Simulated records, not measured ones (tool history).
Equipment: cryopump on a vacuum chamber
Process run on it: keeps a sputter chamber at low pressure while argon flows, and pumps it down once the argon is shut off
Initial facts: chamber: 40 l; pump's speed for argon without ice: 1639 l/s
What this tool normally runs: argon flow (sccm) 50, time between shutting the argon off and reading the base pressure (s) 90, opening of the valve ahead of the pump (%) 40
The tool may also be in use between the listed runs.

run,hour,argon flow (sccm),time between shutting the argon off and reading the base pressure (s),opening of the valve ahead of the pump (%),pressure while argon flows (Pa),pressure after the wait (uPa)
1,0,50,90,40,0.1375,1.43
2,58.3,50,90,40,0.137,1.51
3,153.9,50,90,40,0.1402,1.53
4,215.8,50,90,40,0.1315,1.42
5,311.2,50,90,40,0.1318,1.51
6,365.3,50,90,40,0.1344,1.58
7,431.3,50,90,40,0.1352,1.63
8,523.6,50,90,40,0.1386,1.66
9,617.4,50,90,40,0.1396,1.67
10,681.8,50,90,40,0.1424,1.81
11,772.3,50,90,40,0.1318,1.69
12,870.5,50,90,40,0.135,1.75
13,954.6,50,90,40,0.1369,1.78
14,1040.4,50,90,25,0.2148,1.86
15,1129.5,50,90,25,0.2192,1.89
16,1224.7,84,20,40,0.2192,5.47
17,1268.4,84,67,29,0.3056,2.27
18,1337.5,97,89,54,0.1968,1.89
19,1408.8,97,89,54,0.1979,1.99
20,1455.1,31,122,45,0.0766,1.78
21,1532.7,31,122,45,0.0782,1.8
22,1591.3,31,122,45,0.0778,1.84
23,1670.7,57,122,28,0.2257,1.9
24,1734.3,57,209,48,0.1234,1.43
25,1809.8,27,90,30,0.0946,2.11
26,1858.2,36,113,22,0.1728,1.96
27,1941.2,36,113,22,0.1737,1.95
28,1992,36,197,16,0.2385,1.73
29,2067.4,22,84,18,0.1302,2.41
30,2160.5,37,90,40,0.1055,2.41

Not shown: 4 entries that the log had between the listed runs. Between which runs, and how does the tool's hidden state differ before and after?
Runs 3 to 4: pump warmed up, emptied and cooled again (hour 194.8)
  pump's speed, % of a pump's without ice: 82 -> 99.2; cold plate's temperature, K: 12.73 -> 12.75; leak into the chamber, uPa l/s: 689 -> 722
  what was measured, less what the result would be without the hidden state, pressure while argon flows (Pa): +0.0122 -> +0.0012; pressure after the wait (uPa): +0.34 -> +0.26
Runs 10 to 11: pump warmed up, emptied and cooled again (hour 694.5)
  pump's speed, % of a pump's without ice: 80.7 -> 96.4; cold plate's temperature, K: 12.87 -> 12.9; leak into the chamber, uPa l/s: 986 -> 1036
  what was measured, less what the result would be without the hidden state, pressure while argon flows (Pa): +0.0135 -> +0.0029; pressure after the wait (uPa): +0.59 -> +0.48
Runs 15 to 16: pump warmed up, emptied and cooled again (hour 1190.4)
  pump's speed, % of a pump's without ice: 82.1 -> 97.4; cold plate's temperature, K: 13 -> 13.02; leak into the chamber, uPa l/s: 1239 -> 1293
  what was measured, less what the result would be without the hidden state, pressure while argon flows (Pa): +0.0126 -> +0.0042; pressure after the wait (uPa): +0.74 -> +0.65
Runs 23 to 24: pump warmed up, emptied and cooled again (hour 1690.9)
  pump's speed, % of a pump's without ice: 78.9 -> 98.1; cold plate's temperature, K: 13.15 -> 13.16; leak into the chamber, uPa l/s: 1546 -> 1582
  what was measured, less what the result would be without the hidden state, pressure while argon flows (Pa): +0.0173 -> +0.0025; pressure after the wait (uPa): +1 -> +0.81
